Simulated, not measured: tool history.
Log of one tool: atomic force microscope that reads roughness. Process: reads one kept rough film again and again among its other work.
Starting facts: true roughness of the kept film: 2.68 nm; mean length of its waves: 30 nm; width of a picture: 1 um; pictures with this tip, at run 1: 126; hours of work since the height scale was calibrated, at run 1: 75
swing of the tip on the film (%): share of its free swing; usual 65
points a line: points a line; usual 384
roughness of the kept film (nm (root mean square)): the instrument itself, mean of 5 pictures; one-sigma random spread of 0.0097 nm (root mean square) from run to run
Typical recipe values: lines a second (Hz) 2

run,hour,lines a second (Hz),swing of the tip on the film (%),points a line,pictures with this tip,hours of work since the height scale was calibrated,roughness of the kept film (nm (root mean square))
1,0,2,65,384,126,75,2.033
2,35.2,2,65,384,164,89,1.967
3,58.4,2,78,384,189,99,1.796
4,92.3,2,58,384,224,112,1.954
# hour 98.3: height scale calibrated on a step standard
5,135.8,0.88,58,384,270,15,1.975
6,169.8,0.88,87,672,306,29,1.759
# hour 208.1: new tip fitted
7,218.5,2,65,746,11,49,2.168
8,248.2,2.31,65,384,43,61,2.093
9,305.7,2.31,65,384,104,84,1.985
# hour 341: height scale calibrated on a step standard, once more
10,341,1.78,67,384,140,0,1.979

5 ways to go on from here, each from the tool as it stands after run 10. What would each give?
A,373.5,3.87,75,666,175,13,?
B,373.5,1.4,78,640,175,13,?
C,373.5,0.57,67,384,175,13,?
D,373.5,1.03,63,640,175,13,?
E,373.5,2.89,75,384,175,13,?

run,roughness of the kept film (nm (root mean square))
A,1.649
B,1.887
C,2.046
D,2.038
E,1.748
Had the tool no hidden state, the same runs would have come out as:
run,roughness of the kept film (nm (root mean square))
A,1.87
B,2.14
C,2.32
D,2.312
E,1.982
